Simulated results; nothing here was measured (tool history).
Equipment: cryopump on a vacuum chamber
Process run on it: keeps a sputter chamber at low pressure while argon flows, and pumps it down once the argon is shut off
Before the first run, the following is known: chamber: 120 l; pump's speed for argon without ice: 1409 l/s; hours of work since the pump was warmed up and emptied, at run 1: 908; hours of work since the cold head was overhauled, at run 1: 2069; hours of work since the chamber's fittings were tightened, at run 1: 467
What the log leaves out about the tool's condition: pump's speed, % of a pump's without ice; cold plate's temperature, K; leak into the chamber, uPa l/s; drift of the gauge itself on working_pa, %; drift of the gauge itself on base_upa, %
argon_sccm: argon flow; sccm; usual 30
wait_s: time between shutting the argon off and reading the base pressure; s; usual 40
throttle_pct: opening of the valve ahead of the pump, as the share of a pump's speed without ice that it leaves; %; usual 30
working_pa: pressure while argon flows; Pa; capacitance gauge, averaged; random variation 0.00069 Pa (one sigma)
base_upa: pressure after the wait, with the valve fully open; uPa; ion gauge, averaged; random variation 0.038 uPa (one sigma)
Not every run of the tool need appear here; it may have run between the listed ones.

run    hour  argon_sccm  wait_s  throttle_pct  hours of work since the pump was warmed up and emptied  hours of work since the cold head was overhauled  hours of work since the chamber's fittings were tightened  working_pa  base_upa
  1     0.0          30      40            30                                                     908                                              2069                                                        467      0.1323      3.17
  2    81.0          30      40            30                                                     959                                              2121                                                        518      0.1336      3.39
  3   152.3          30      40            30                                                    1004                                              2166                                                        563      0.1348      3.40
  4   214.5          30      40            30                                                    1044                                              2206                                                        603      0.1339      3.60
  5   293.8          40      40            30                                                    1094                                              2256                                                        653      0.1792      3.65
  6   335.3          30     252            30                                                    1121                                              2282                                                        680      0.1361      2.11
      384.1  -- pump warmed up, emptied and cooled again
  7   411.8          30      40            30                                                      18                                              2328                                                        725      0.1209      3.25
  8   447.7          30      40            30                                                      40                                              2351                                                        748      0.1214      3.40
  9   527.1          30      40            30                                                      91                                              2401                                                        799      0.1212      3.41
 10   608.3          30      30            30                                                     143                                              2453                                                        850      0.1219      4.27
 11   695.4          16      40            20                                                     198                                              2508                                                        906      0.0971      3.68
 12   737.6          28      40            30                                                     225                                              2535                                                        932      0.1161      3.69
 13   812.9          28      40            30                                                     273                                              2583                                                        980      0.1153      3.88
 14   872.7          32     263            18                                                     311                                              2621                                                       1018      0.2173      2.24
 15   916.2          55      40            28                                                     338                                              2648                                                       1046      0.2433      3.89
 16   995.2          21      97            30                                                     389                                              2699                                                       1096      0.0868      2.88
 17  1066.2          22     103            23                                                     434                                              2744                                                       1141      0.1183      3.05
 18  1148.3          14      28            21                                                     486                                              2796                                                       1194      0.0825      5.23
 19  1205.8          36      28            21                                                     522                                              2833                                                       1230      0.2129      5.24
 20  1271.4          22      54            52                                                     564                                              2874                                                       1272      0.0557      4.00

Hidden state at the last listed run before each entry between runs and at the first one after, where it differs:
Logged between run 6 and run 7: pump warmed up, emptied and cooled again (hour 384.1)
  pump's speed, % of a pump's without ice: 70.1 -> 99.5; cold plate's temperature, K: 12.75 -> 12.76; leak into the chamber, uPa l/s: 1739 -> 1830
  measured value less the no-hidden-state value, working_pa: +0.0162 -> +0.0008 Pa; base_upa: +1.58 -> +1.09 uPa

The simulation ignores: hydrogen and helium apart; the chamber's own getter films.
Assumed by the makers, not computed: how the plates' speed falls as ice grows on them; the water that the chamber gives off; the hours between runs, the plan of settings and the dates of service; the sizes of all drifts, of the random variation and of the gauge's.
